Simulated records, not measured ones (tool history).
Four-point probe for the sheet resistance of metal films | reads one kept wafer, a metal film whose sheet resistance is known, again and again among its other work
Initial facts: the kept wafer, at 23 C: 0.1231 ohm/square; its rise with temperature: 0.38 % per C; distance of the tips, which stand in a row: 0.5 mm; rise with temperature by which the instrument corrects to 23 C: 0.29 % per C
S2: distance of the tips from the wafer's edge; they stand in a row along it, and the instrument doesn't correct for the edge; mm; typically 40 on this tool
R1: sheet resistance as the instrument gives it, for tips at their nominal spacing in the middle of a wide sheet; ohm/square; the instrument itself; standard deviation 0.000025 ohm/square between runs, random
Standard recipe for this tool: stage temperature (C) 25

{"run": 1, "hour": 0.0, "stage temperature (C)": 25, "S2": 40, "R1": 0.123547}
{"run": 2, "hour": 31.5, "stage temperature (C)": 25, "S2": 40, "R1": 0.123533}
{"run": 3, "hour": 81.4, "stage temperature (C)": 25, "S2": 40, "R1": 0.123524}
{"run": 4, "hour": 120.4, "stage temperature (C)": 25, "S2": 40, "R1": 0.123437}
{"run": 5, "hour": 162.8, "stage temperature (C)": 25, "S2": 40, "R1": 0.123528}
{"run": 6, "hour": 197.5, "stage temperature (C)": 25, "S2": 40, "R1": 0.123464}
{"run": 7, "hour": 231.8, "stage temperature (C)": 25, "S2": 7, "R1": 0.123799}
{"run": 8, "hour": 271.1, "stage temperature (C)": 25, "S2": 40, "R1": 0.123437}
{"run": 9, "hour": 312.3, "stage temperature (C)": 25, "S2": 40, "R1": 0.123417}
{"run": 10, "hour": 371.2, "stage temperature (C)": 28, "S2": 40, "R1": 0.12378}
{"run": 11, "hour": 423.9, "stage temperature (C)": 28, "S2": 40, "R1": 0.12374}
{"run": 12, "hour": 466.4, "stage temperature (C)": 28, "S2": 40, "R1": 0.123763}
{"run": 13, "hour": 522.9, "stage temperature (C)": 28, "S2": 40, "R1": 0.123679}
{"run": 14, "hour": 577.9, "stage temperature (C)": 28, "S2": 40, "R1": 0.123725}
{"run": 15, "hour": 609.2, "stage temperature (C)": 23, "S2": 40, "R1": 0.12313}
{"run": 16, "hour": 642.4, "stage temperature (C)": 23, "S2": 40, "R1": 0.123088}
{"run": 17, "hour": 686.2, "stage temperature (C)": 23, "S2": 40, "R1": 0.123106}
{"run": 18, "hour": 730.9, "stage temperature (C)": 25, "S2": 12, "R1": 0.123358}
{"run": 19, "hour": 771.6, "stage temperature (C)": 26, "S2": 20, "R1": 0.123382}
{"run": 20, "hour": 813.0, "stage temperature (C)": 26, "S2": 20, "R1": 0.123381}
{"run": 21, "hour": 864.6, "stage temperature (C)": 26, "S2": 20, "R1": 0.123457}
{"run": 22, "hour": 930.7, "stage temperature (C)": 24, "S2": 40, "R1": 0.123159}
{"run": 23, "hour": 965.9, "stage temperature (C)": 23, "S2": 65, "R1": 0.122941}
{"run": 24, "hour": 1018.5, "stage temperature (C)": 26, "S2": 60, "R1": 0.123326}
{"run": 25, "hour": 1079.8, "stage temperature (C)": 18, "S2": 60, "R1": 0.122315}
{"run": 26, "hour": 1110.7, "stage temperature (C)": 18, "S2": 60, "R1": 0.122332}
{"run": 27, "hour": 1137.4, "stage temperature (C)": 29, "S2": 60, "R1": 0.123626}
{"run": 28, "hour": 1173.9, "stage temperature (C)": 24, "S2": 75, "R1": 0.122991}
{"run": 29, "hour": 1235.3, "stage temperature (C)": 24, "S2": 18, "R1": 0.12308}
{"run": 30, "hour": 1292.3, "stage temperature (C)": 24, "S2": 18, "R1": 0.123008}
{"run": 31, "hour": 1332.3, "stage temperature (C)": 34, "S2": 31, "R1": 0.124083}
{"run": 32, "hour": 1392.3, "stage temperature (C)": 31, "S2": 16, "R1": 0.123789}
{"run": 33, "hour": 1448.8, "stage temperature (C)": 31, "S2": 16, "R1": 0.123814}
{"run": 34, "hour": 1497.0, "stage temperature (C)": 26, "S2": 16, "R1": 0.123181}
{"run": 35, "hour": 1548.6, "stage temperature (C)": 21, "S2": 3, "R1": 0.124337}
{"run": 36, "hour": 1582.0, "stage temperature (C)": 21, "S2": 3, "R1": 0.124286}

Below, some changes in R1 between adjacent runs. For each, the amount present without the hidden state too (settings, incoming material, random variation) and the amount remaining for the hidden state with gauge scatter not shared by both compared results:
Hidden state at play: inner tips' distance over the nominal, %; tips' flats over new ones', %; wafer's true temperature over the reading, C; drift of the gauge itself on sheet_ohm, %.
Run 21 -> 22: stage temperature (C) 26 -> 24, S2 20 -> 40. R1 -0.000298 ohm/square: hidden state -0.000026, all else -0.000272.
Run 24 -> 25: stage temperature (C) 26 -> 18. R1 -0.001011 ohm/square: hidden state -0.000026, all else -0.000985.
Run 26 -> 27: stage temperature (C) 18 -> 29. R1 +0.001294 ohm/square: hidden state -0.000002, all else +0.001296.
Run 30 -> 31: stage temperature (C) 24 -> 34, S2 18 -> 31. R1 +0.001075 ohm/square: hidden state -0.000006, all else +0.001081.
Run 34 -> 35: stage temperature (C) 26 -> 21, S2 16 -> 3. R1 +0.001156 ohm/square: hidden state -0.000028, all else +0.001184.

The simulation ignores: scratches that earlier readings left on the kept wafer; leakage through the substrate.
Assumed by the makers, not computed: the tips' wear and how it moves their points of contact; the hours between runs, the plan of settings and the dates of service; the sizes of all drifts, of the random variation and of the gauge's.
